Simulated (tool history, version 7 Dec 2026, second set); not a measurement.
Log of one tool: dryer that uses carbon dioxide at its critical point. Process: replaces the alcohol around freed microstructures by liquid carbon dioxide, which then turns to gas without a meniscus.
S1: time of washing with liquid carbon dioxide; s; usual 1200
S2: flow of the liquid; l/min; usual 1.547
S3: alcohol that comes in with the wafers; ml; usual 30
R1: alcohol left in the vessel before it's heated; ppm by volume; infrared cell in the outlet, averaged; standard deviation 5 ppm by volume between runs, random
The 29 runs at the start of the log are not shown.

| run | day | S1 | S2 | S3 | R1 |
|---|---|---|---|---|---|
| 30 | 10.558 | 1200 | 1.850 | 30 | 69 |
| 31 | 10.917 | 1200 | 1.850 | 30 | 61 |
| 32 | 11.442 | 1200 | 1.470 | 30 | 107 |
| 33 | 11.954 | 1200 | 2.380 | 21 | 62 |
| 34 | 12.217 | 1200 | 1.580 | 24 | 80 |
| 35 | 12.683 | 1020 | 1.000 | 32 | 536 |
| 36 | 12.896 | 1860 | 2.430 | 30 | 54 |
| 37 | 13.350 | 780 | 1.460 | 30 | 379 |
| 38 | 13.829 | 1020 | 2.450 | 84 | 75 |
| 39 | 14.271 | 1020 | 2.450 | 84 | 74 |
| 40 | 14.579 | 1080 | 1.547 | 52 | 184 |

Forecast each of these 5 alternatives for the next run:
| A | 14.933 | 1440 | 1.960 | 25 | ? |
| B | 14.933 | 1800 | 1.120 | 118 | ? |
| C | 14.933 | 1080 | 1.040 | 95 | ? |
| D | 14.933 | 960 | 1.870 | 38 | ? |
| E | 14.933 | 1200 | 1.310 | 56 | ? |

| run | R1 |
|---|---|
| A | 62 |
| B | 194 |
| C | 1191 |
| D | 121 |
| E | 247 |
What these runs would have given with no unlogged condition in the tool:
| run | R1 |
|---|---|
| A | 3 |
| B | 96 |
| C | 905 |
| D | 44 |
| E | 139 |

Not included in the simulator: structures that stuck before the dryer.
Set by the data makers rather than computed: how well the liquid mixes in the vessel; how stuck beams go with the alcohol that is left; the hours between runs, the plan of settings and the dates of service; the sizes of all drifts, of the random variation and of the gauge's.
